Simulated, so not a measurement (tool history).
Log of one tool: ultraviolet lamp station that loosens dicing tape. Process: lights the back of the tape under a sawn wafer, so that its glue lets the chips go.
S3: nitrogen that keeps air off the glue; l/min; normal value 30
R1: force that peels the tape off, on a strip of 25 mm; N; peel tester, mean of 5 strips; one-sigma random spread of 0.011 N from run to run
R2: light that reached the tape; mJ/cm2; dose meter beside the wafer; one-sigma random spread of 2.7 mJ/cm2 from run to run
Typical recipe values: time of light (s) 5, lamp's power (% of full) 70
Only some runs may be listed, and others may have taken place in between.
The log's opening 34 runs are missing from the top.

run 35 hour=873.7 | time_of_light_(s)=6 lamp's_power_(%_of_full)=70 S3=29 | R1=0.575 R2=336
run 36 hour=894.7 | time_of_light_(s)=6 lamp's_power_(%_of_full)=70 S3=29 | R1=0.593 R2=329
run 37 hour=918.8 | time_of_light_(s)=6 lamp's_power_(%_of_full)=70 S3=29 | R1=0.591 R2=327
run 38 hour=954.5 | time_of_light_(s)=6 lamp's_power_(%_of_full)=70 S3=29 | R1=0.587 R2=325
run 39 hour=971.7 | time_of_light_(s)=5 lamp's_power_(%_of_full)=62 S3=30 | R1=0.992 R2=243
run 40 hour=993.3 | time_of_light_(s)=3 lamp's_power_(%_of_full)=72 S3=51 | R1=1.390 R2=167
run 41 hour=1029.8 | time_of_light_(s)=3 lamp's_power_(%_of_full)=99 S3=35 | R1=1.007 R2=224
run 42 hour=1044.7 | time_of_light_(s)=8 lamp's_power_(%_of_full)=70 S3=30 | R1=0.379 R2=418
run 43 hour=1059.8 | time_of_light_(s)=5 lamp's_power_(%_of_full)=93 S3=34 | R1=0.465 R2=347

Below are 4 alternative next runs, each starting from the tool's condition after run 43. Predict each:
run A hour=1095.1 | time_of_light_(s)=3 lamp's_power_(%_of_full)=77 S3=57 | R1=? R2=?
run B hour=1095.1 | time_of_light_(s)=8 lamp's_power_(%_of_full)=70 S3=30 | R1=? R2=?
run C hour=1095.1 | time_of_light_(s)=5 lamp's_power_(%_of_full)=93 S3=42 | R1=? R2=?
run D hour=1095.1 | time_of_light_(s)=5 lamp's_power_(%_of_full)=75 S3=34 | R1=? R2=?

run=A R1=1.244 R2=173
run=B R1=0.388 R2=422
run=C R1=0.465 R2=347
run=D R1=0.710 R2=282
Without the tool's unlogged condition, the same runs would have read:
run=A R1=0.711 R2=244
run=B R1=0.263 R2=596
run=C R1=0.298 R2=491
run=D R1=0.393 R2=398

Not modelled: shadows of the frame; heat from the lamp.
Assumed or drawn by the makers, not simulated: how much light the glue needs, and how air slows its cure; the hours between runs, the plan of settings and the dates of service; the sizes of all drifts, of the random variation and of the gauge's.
